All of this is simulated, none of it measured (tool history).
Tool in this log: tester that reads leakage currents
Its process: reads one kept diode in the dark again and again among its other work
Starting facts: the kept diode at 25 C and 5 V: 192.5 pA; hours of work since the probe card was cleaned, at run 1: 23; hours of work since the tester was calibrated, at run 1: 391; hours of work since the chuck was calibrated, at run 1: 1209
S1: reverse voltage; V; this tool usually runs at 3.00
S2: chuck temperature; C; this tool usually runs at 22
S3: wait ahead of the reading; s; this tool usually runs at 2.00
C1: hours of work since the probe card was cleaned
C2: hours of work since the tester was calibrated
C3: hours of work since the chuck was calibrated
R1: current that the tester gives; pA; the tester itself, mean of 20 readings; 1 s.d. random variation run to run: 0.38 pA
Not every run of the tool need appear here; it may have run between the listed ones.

run,hour,S1,S2,S3,C1,C2,C3,R1
1,0.0,3.00,22,2.00,23,391,1209,118.76
2,53.8,3.00,22,2.00,59,427,1245,118.91
3,112.3,3.00,22,2.00,98,466,1284,118.21
4,178.7,3.00,22,2.00,142,510,1328,118.14
5,232.3,3.00,22,2.00,178,546,1364,118.14
6,269.4,3.00,22,2.00,202,570,1388,117.34
7,342.8,3.00,22,2.00,251,619,1437,117.55
8,382.3,3.00,22,2.00,277,645,1463,118.36
9,436.5,3.00,22,2.00,313,681,1499,117.54
10,511.0,3.00,22,2.00,363,731,1549,116.83
11,600.7,3.00,22,2.00,422,790,1608,116.93
12,681.1,3.00,22,2.00,476,844,1662,117.40
13,725.5,3.00,22,2.00,505,873,1691,116.84
14,788.2,3.00,22,2.00,547,915,1733,116.26
15,876.5,3.00,22,2.00,606,974,1792,116.70
16,941.5,3.00,22,2.00,649,1017,1835,115.94
17,994.3,3.00,22,2.00,684,1052,1870,116.40
18,1060.6,3.00,22,0.52,728,1096,1914,116.26
19,1104.6,3.00,33,2.00,757,1125,1943,299.59
20,1182.3,3.00,33,2.00,809,1177,1995,299.94
21,1265.7,2.58,33,4.58,864,1232,2050,285.53
22,1303.2,3.00,21,1.88,889,1257,2075,105.40
23,1340.4,3.00,21,1.88,914,1282,2100,105.57
24,1387.6,3.00,21,1.88,945,1313,2131,105.23
25,1426.3,3.00,21,1.88,971,1339,2157,105.37
26,1517.5,7.78,41,6.68,1032,1400,2218,783.78
27,1556.4,3.61,35,2.00,1057,1425,2243,376.36
# hour 1566.9: chuck's temperature calibrated
28,1595.8,1.79,35,2.62,1082,1450,19,324.57
29,1676.8,1.79,22,1.72,1136,1504,73,105.93
30,1744.9,1.79,38,0.98,1181,1549,118,411.84
31,1822.8,19.41,54,1.43,1233,1601,170,3071.77

Estimate the outcome of run 32 from the log above:
32,1885.2,19.41,54,6.25,1275,1643,212,?

R1: 3072.94 pA
Had the tool carried no hidden state, the very same run would have given R1 3097.93 pA.
